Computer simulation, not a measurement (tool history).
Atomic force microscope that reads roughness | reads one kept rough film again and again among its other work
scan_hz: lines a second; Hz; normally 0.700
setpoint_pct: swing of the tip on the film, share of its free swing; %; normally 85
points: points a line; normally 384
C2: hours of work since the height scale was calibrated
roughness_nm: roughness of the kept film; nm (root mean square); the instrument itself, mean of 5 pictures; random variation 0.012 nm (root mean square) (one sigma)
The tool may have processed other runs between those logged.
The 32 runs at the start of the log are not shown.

Run 33, hour 367.8: usual settings but scan_hz 2.055 Hz, setpoint_pct 55 %, points 778; pictures with this tip 74; C2 182. Result: roughness_nm 2.675 nm (root mean square).
Run 34, hour 375.0: usual settings but scan_hz 2.055 Hz, setpoint_pct 55 %, points 778; pictures with this tip 83; C2 186. Result: roughness_nm 2.666 nm (root mean square).
Run 35, hour 386.7: usual settings but scan_hz 1.803 Hz, setpoint_pct 63 %, points 288; pictures with this tip 99; C2 191. Result: roughness_nm 2.543 nm (root mean square).
Run 36, hour 397.7: usual settings but scan_hz 1.803 Hz, setpoint_pct 79 %, points 478; pictures with this tip 114; C2 196. Result: roughness_nm 2.482 nm (root mean square).
Run 37, hour 408.0: usual settings but points 503; pictures with this tip 127; C2 201. Result: roughness_nm 2.511 nm (root mean square).
Run 38, hour 415.7: usual settings but scan_hz 1.666 Hz, setpoint_pct 88 %, points 503; pictures with this tip 138; C2 205. Result: roughness_nm 2.363 nm (root mean square).
Run 39, hour 431.6: usual settings but scan_hz 2.110 Hz, setpoint_pct 88 %, points 431; pictures with this tip 159; C2 212. Result: roughness_nm 2.259 nm (root mean square).
Run 40, hour 444.6: usual settings but scan_hz 1.251 Hz, setpoint_pct 83 %, points 353; pictures with this tip 177; C2 219. Result: roughness_nm 2.360 nm (root mean square).
Run 41, hour 456.2: usual settings but setpoint_pct 66 %; pictures with this tip 192; C2 224. Result: roughness_nm 2.422 nm (root mean square).
Run 42, hour 472.0: usual settings but setpoint_pct 66 %; pictures with this tip 213; C2 232. Result: roughness_nm 2.394 nm (root mean square).
At hour 479.5: new tip fitted.
Run 43, hour 487.0: usual settings but setpoint_pct 90 %, points 838; pictures with this tip 10; C2 238. Result: roughness_nm 2.723 nm (root mean square).
Run 44, hour 500.4: usual settings but scan_hz 1.235 Hz, points 360; pictures with this tip 28; C2 245. Result: roughness_nm 2.602 nm (root mean square).
Run 45, hour 511.5: usual settings but scan_hz 2.676 Hz, setpoint_pct 71 %, points 313; pictures with this tip 43; C2 250. Result: roughness_nm 2.549 nm (root mean square).
Run 46, hour 517.9: usual settings but scan_hz 0.867 Hz, setpoint_pct 71 %, points 313; pictures with this tip 51; C2 253. Result: roughness_nm 2.624 nm (root mean square).
Run 47, hour 532.0: usual settings but setpoint_pct 79 %, points 825; pictures with this tip 70; C2 260. Result: roughness_nm 2.626 nm (root mean square).
Run 48, hour 538.5: usual settings but scan_hz 2.451 Hz, setpoint_pct 70 %; pictures with this tip 79; C2 263. Result: roughness_nm 2.512 nm (root mean square).
Run 49, hour 554.4: usual settings but scan_hz 2.451 Hz, setpoint_pct 70 %, points 389; pictures with this tip 100; C2 270. Result: roughness_nm 2.476 nm (root mean square).
Run 50, hour 561.1: usual settings but scan_hz 2.595 Hz, setpoint_pct 70 %, points 829; pictures with this tip 109; C2 273. Result: roughness_nm 2.464 nm (root mean square).
Run 51, hour 575.2: usual settings but scan_hz 2.595 Hz, setpoint_pct 79 %, points 829; pictures with this tip 128; C2 280. Result: roughness_nm 2.354 nm (root mean square).
Run 52, hour 586.3: usual settings but scan_hz 0.605 Hz, setpoint_pct 68 %, points 730; pictures with this tip 143; C2 285. Result: roughness_nm 2.502 nm (root mean square).

3 options for the next run, each taken on its own from the tool as it stands now. Forecast them:
Run A, hour 597.1: usual settings but scan_hz 3.594 Hz, setpoint_pct 63 %, points 475; pictures with this tip 157; C2 290. Result: roughness_nm ?.
Run B, hour 597.1: usual settings but scan_hz 1.981 Hz; pictures with this tip 157; C2 290. Result: roughness_nm ?.
Run C, hour 597.1: usual settings but scan_hz 1.270 Hz, setpoint_pct 56 %; pictures with this tip 157; C2 290. Result: roughness_nm ?.

run  roughness_nm
  A         2.385
  B         2.269
  C         2.454
Without the tool's hidden state the same runs would have given:
run  roughness_nm
  A         2.769
  B         2.635
  C         2.850

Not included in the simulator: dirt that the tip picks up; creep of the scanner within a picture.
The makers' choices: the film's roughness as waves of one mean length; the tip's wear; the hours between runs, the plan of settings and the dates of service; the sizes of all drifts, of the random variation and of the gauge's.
